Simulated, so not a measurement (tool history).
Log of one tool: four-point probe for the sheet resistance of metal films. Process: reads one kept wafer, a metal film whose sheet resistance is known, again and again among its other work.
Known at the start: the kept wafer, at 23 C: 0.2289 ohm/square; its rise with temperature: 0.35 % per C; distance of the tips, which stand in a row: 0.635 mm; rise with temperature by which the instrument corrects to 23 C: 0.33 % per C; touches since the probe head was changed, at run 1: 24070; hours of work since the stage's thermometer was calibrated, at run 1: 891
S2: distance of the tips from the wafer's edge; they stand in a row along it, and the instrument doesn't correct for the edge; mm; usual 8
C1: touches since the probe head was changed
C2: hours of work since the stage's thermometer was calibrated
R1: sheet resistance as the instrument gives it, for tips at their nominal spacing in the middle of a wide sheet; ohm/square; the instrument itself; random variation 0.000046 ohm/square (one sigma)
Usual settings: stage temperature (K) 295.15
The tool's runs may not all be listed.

{"run": 1, "hour": 0.0, "stage temperature (K)": 295.15, "S2": 8, "C1": 24070, "C2": 891, "R1": 0.230095}
{"run": 2, "hour": 34.5, "stage temperature (K)": 291.15, "S2": 8, "C1": 24751, "C2": 912, "R1": 0.229924}
{"run": 3, "hour": 72.2, "stage temperature (K)": 291.15, "S2": 8, "C1": 25498, "C2": 934, "R1": 0.230004}
{"run": 4, "hour": 134.7, "stage temperature (K)": 291.15, "S2": 8, "C1": 26733, "C2": 972, "R1": 0.230043}
{"run": 5, "hour": 190.9, "stage temperature (K)": 292.15, "S2": 8, "C1": 27843, "C2": 1006, "R1": 0.230099}
{"run": 6, "hour": 247.9, "stage temperature (K)": 292.15, "S2": 8, "C1": 28970, "C2": 1040, "R1": 0.23007}
{"run": 7, "hour": 298.7, "stage temperature (K)": 308.15, "S2": 8, "C1": 29974, "C2": 1071, "R1": 0.230812}
{"run": 8, "hour": 345.0, "stage temperature (K)": 295.15, "S2": 8, "C1": 30889, "C2": 1099, "R1": 0.230264}
{"run": 9, "hour": 378.4, "stage temperature (K)": 295.15, "S2": 8, "C1": 31548, "C2": 1119, "R1": 0.23033}
{"run": 10, "hour": 422.1, "stage temperature (K)": 297.15, "S2": 8, "C1": 32414, "C2": 1145, "R1": 0.2304}
{"run": 11, "hour": 480.5, "stage temperature (K)": 291.15, "S2": 8, "C1": 33567, "C2": 1181, "R1": 0.230216}
{"run": 12, "hour": 519.9, "stage temperature (K)": 295.15, "S2": 8, "C1": 34346, "C2": 1204, "R1": 0.230428}
{"run": 13, "hour": 581.9, "stage temperature (K)": 295.15, "S2": 8, "C1": 35572, "C2": 1242, "R1": 0.230429}
{"run": 14, "hour": 644.2, "stage temperature (K)": 295.15, "S2": 8, "C1": 36804, "C2": 1279, "R1": 0.230447}
{"run": 15, "hour": 685.1, "stage temperature (K)": 295.15, "S2": 8, "C1": 37611, "C2": 1304, "R1": 0.230468}
{"run": 16, "hour": 750.3, "stage temperature (K)": 295.15, "S2": 42, "C1": 38900, "C2": 1343, "R1": 0.229738}
{"run": 17, "hour": 787.6, "stage temperature (K)": 295.15, "S2": 53, "C1": 39638, "C2": 1366, "R1": 0.229761}
{"run": 18, "hour": 849.2, "stage temperature (K)": 295.15, "S2": 53, "C1": 40855, "C2": 1403, "R1": 0.229753}
{"run": 19, "hour": 903.7, "stage temperature (K)": 295.15, "S2": 53, "C1": 41931, "C2": 1436, "R1": 0.229784}
{"run": 20, "hour": 931.5, "stage temperature (K)": 295.15, "S2": 53, "C1": 42482, "C2": 1453, "R1": 0.229767}
{"run": 21, "hour": 977.2, "stage temperature (K)": 304.15, "S2": 61, "C1": 43384, "C2": 1480, "R1": 0.230189}
{"run": 22, "hour": 1013.2, "stage temperature (K)": 295.15, "S2": 25, "C1": 44097, "C2": 1502, "R1": 0.229967}
{"run": 23, "hour": 1041.6, "stage temperature (K)": 295.15, "S2": 25, "C1": 44657, "C2": 1519, "R1": 0.229981}
{"run": 24, "hour": 1096.3, "stage temperature (K)": 293.15, "S2": 8, "C1": 45740, "C2": 1552, "R1": 0.230598}
{"run": 25, "hour": 1155.2, "stage temperature (K)": 291.15, "S2": 45, "C1": 46904, "C2": 1588, "R1": 0.2298}
{"run": 26, "hour": 1189.2, "stage temperature (K)": 302.15, "S2": 13, "C1": 47576, "C2": 1608, "R1": 0.230516}
{"run": 27, "hour": 1227.3, "stage temperature (K)": 302.15, "S2": 20, "C1": 48328, "C2": 1631, "R1": 0.230438}
{"run": 28, "hour": 1282.0, "stage temperature (K)": 298.15, "S2": 71, "C1": 49409, "C2": 1664, "R1": 0.230154}
{"run": 29, "hour": 1345.2, "stage temperature (K)": 302.15, "S2": 22, "C1": 50659, "C2": 1702, "R1": 0.230472}
{"run": 30, "hour": 1379.3, "stage temperature (K)": 302.15, "S2": 22, "C1": 51332, "C2": 1723, "R1": 0.230477}
{"run": 31, "hour": 1410.1, "stage temperature (K)": 302.15, "S2": 24, "C1": 51942, "C2": 1741, "R1": 0.230477}
{"run": 32, "hour": 1467.7, "stage temperature (K)": 298.15, "S2": 4, "C1": 53080, "C2": 1776, "R1": 0.233373}
{"run": 33, "hour": 1495.7, "stage temperature (K)": 298.15, "S2": 4, "C1": 53634, "C2": 1793, "R1": 0.233385}
{"run": 34, "hour": 1542.8, "stage temperature (K)": 294.15, "S2": 7, "C1": 54565, "C2": 1822, "R1": 0.231134}
{"run": 35, "hour": 1590.9, "stage temperature (K)": 294.15, "S2": 8, "C1": 55516, "C2": 1851, "R1": 0.231038}
{"run": 36, "hour": 1636.2, "stage temperature (K)": 297.15, "S2": 23, "C1": 56411, "C2": 1878, "R1": 0.23039}
{"run": 37, "hour": 1681.4, "stage temperature (K)": 292.15, "S2": 23, "C1": 57305, "C2": 1905, "R1": 0.23015}
{"run": 38, "hour": 1714.8, "stage temperature (K)": 292.15, "S2": 4, "C1": 57964, "C2": 1925, "R1": 0.233286}
{"run": 39, "hour": 1752.2, "stage temperature (K)": 292.15, "S2": 25, "C1": 58703, "C2": 1948, "R1": 0.230315}
{"run": 40, "hour": 1792.8, "stage temperature (K)": 295.15, "S2": 3, "C1": 59505, "C2": 1972, "R1": 0.235648}

Forecast each of these 4 alternatives for the next run:
{"run": "A", "hour": 1823.4, "stage temperature (K)": 307.15, "S2": 7, "C1": 60112, "C2": 1991, "R1": "?"}
{"run": "B", "hour": 1823.4, "stage temperature (K)": 303.15, "S2": 50, "C1": 60112, "C2": 1991, "R1": "?"}
{"run": "C", "hour": 1823.4, "stage temperature (K)": 295.15, "S2": 27, "C1": 60112, "C2": 1991, "R1": "?"}
{"run": "D", "hour": 1823.4, "stage temperature (K)": 295.15, "S2": 5, "C1": 60112, "C2": 1991, "R1": "?"}

run=A R1=0.231741
run=B R1=0.230665
run=C R1=0.230415
run=D R1=0.232416
Without the tool's hidden state the same runs would have given:
run=A R1=0.230307
run=B R1=0.22923
run=C R1=0.228967
run=D R1=0.230955
